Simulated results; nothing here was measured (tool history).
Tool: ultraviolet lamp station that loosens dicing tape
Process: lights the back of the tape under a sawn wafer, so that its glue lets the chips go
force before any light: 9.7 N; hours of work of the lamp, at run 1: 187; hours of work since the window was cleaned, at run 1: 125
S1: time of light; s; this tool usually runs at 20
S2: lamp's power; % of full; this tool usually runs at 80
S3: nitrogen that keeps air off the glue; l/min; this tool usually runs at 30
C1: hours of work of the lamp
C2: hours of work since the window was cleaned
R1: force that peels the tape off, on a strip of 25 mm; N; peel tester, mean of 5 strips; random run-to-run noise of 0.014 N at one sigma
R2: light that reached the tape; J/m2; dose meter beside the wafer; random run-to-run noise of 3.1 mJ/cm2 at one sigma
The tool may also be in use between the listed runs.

run   hour  S1  S2  S3   C1   C2     R1    R2
  1    0.0  20  80  30  187  125  0.668  4770
  2    8.5  20  80  30  193  131  0.675  4860
  3   13.4  20  80  30  196  134  0.684  4810
  4   17.4  20  80  25  198  136  0.770  4790
  5   21.4  20  80  25  201  139  0.755  4810
  6   29.7  20  98  30  206  145  0.429  5940
  7   37.9  20  98  30  212  150  0.416  5880
  8   43.6  20  99  30  216  154  0.415  5950
  9   52.6  20  99  30  221  160  0.410  6060
 10   57.8  20  80  28  225  163  0.704  4820
 11   66.1  35  80  28  230  168  0.193  8370
 12   72.8  20  80  30  235  173  0.692  4740
 13   77.5  20  80  30  238  176  0.685  4800
 14   83.9  20  88  30  242  180  0.530  5230
 15   92.3  20  88  30  247  186  0.551  5210
 16   97.1  20  88  30  251  189  0.527  5370
 17  103.5  20  88  30  255  193  0.525  5300
 18  112.4  20  88  30  261  199  0.540  5270
 19  117.7  20  88  30  264  202  0.533  5280
 20  124.6  20  88  30  269  207  0.543  5300
 21  132.9  20  88  30  274  212  0.530  5370
 22  138.2  20  80  29  278  216  0.723  4840
 23  144.0  20  80  29  281  219  0.676  4810
 24  149.4  34  78  29  285  223  0.210  7930
 25  157.4  34  78  29  290  228  0.217  7950
 26  162.4  34  78  29  293  232  0.213  7950
 27  170.8  17  70  29  299  237  1.268  3560
 28  178.9  17  70  29  304  242  1.235  3550
 29  185.6  17  70  29  309  247  1.281  3570
 30  191.0  20  64  12  312  250  1.819  3860
 31  196.7  27  64  60  316  254  0.392  5260
 32  204.7  27  66  13  321  259  0.939  5320
 33  212.1  27  66  13  326  264  0.948  5340
 34  216.4  20  67  44  329  267  0.822  4030
 35  221.7  26  80  30  332  270  0.364  6330
 36  227.3  26  80  30  336  274  0.348  6260
 37  233.9  15  80  40  340  278  1.048  3580
 38  241.7  15  80  40  345  284  1.111  3600
 39  249.0  15  80  40  350  288  1.070  3600
 40  254.8  13  87  10  354  292  2.443  3350
 41  262.1  28  80  30  359  297  0.286  6710
 42  268.1  15  88  53  363  301  0.754  4000
 43  276.2  17  72  48  368  306  0.933  3700

Alternative continuations, all from the tool just after run 43; predict every row:
  A  280.1  22  99  48  371  309   ?   ?
  B  280.1  13  66  48  371  309   ?   ?
  C  280.1  16  93  38  371  309   ?   ?
  D  280.1  13  80  11  371  309   ?   ?
  E  280.1  13  91  14  371  309   ?   ?

run     R1    R2
  A  0.248  6500
  B  1.905  2600
  C  0.673  4480
  D  2.506  3090
  E  1.925  3600
Without the tool's unlogged condition, the same runs would have read:
run     R1    R2
  A  0.247  6510
  B  1.900  2600
  C  0.670  4480
  D  2.501  3100
  E  1.920  3610
